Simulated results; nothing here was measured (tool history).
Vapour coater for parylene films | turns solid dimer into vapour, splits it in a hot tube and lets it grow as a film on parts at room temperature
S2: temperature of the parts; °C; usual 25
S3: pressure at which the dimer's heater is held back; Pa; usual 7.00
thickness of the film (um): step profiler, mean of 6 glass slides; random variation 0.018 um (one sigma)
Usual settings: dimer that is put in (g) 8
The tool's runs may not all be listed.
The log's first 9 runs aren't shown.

{"run": 10, "day": 20.542, "dimer that is put in (g)": 8, "S2": 25, "S3": 7.0, "thickness of the film (um)": 1.9}
{"run": 11, "day": 23.275, "dimer that is put in (g)": 8, "S2": 25, "S3": 2.01, "thickness of the film (um)": 2.0}
{"run": 12, "day": 25.775, "dimer that is put in (g)": 8, "S2": 25, "S3": 2.01, "thickness of the film (um)": 2.01}
{"day": 27.167, "done": "trap's valve overhauled"}
{"run": 13, "day": 29.075, "dimer that is put in (g)": 8, "S2": 25, "S3": 2.01, "thickness of the film (um)": 2.25}
{"run": 14, "day": 32.221, "dimer that is put in (g)": 8, "S2": 25, "S3": 7.58, "thickness of the film (um)": 2.05}
{"run": 15, "day": 34.608, "dimer that is put in (g)": 8, "S2": 25, "S3": 7.0, "thickness of the film (um)": 1.99}
{"run": 16, "day": 37.65, "dimer that is put in (g)": 7, "S2": 25, "S3": 7.0, "thickness of the film (um)": 1.71}
{"run": 17, "day": 39.888, "dimer that is put in (g)": 9, "S2": 30, "S3": 7.39, "thickness of the film (um)": 1.96}
{"run": 18, "day": 42.3, "dimer that is put in (g)": 9, "S2": 25, "S3": 6.34, "thickness of the film (um)": 2.14}
{"run": 19, "day": 44.462, "dimer that is put in (g)": 9, "S2": 25, "S3": 6.34, "thickness of the film (um)": 2.11}

The next listed run, before its measurement:
{"run": 20, "day": 46.038, "dimer that is put in (g)": 7, "S2": 25, "S3": 2.55, "thickness of the film (um)": "?"}

Run 20 gave thickness of the film (um) 1.71.
Without the tool's hidden state the same run would have given thickness of the film (um) 1.97.

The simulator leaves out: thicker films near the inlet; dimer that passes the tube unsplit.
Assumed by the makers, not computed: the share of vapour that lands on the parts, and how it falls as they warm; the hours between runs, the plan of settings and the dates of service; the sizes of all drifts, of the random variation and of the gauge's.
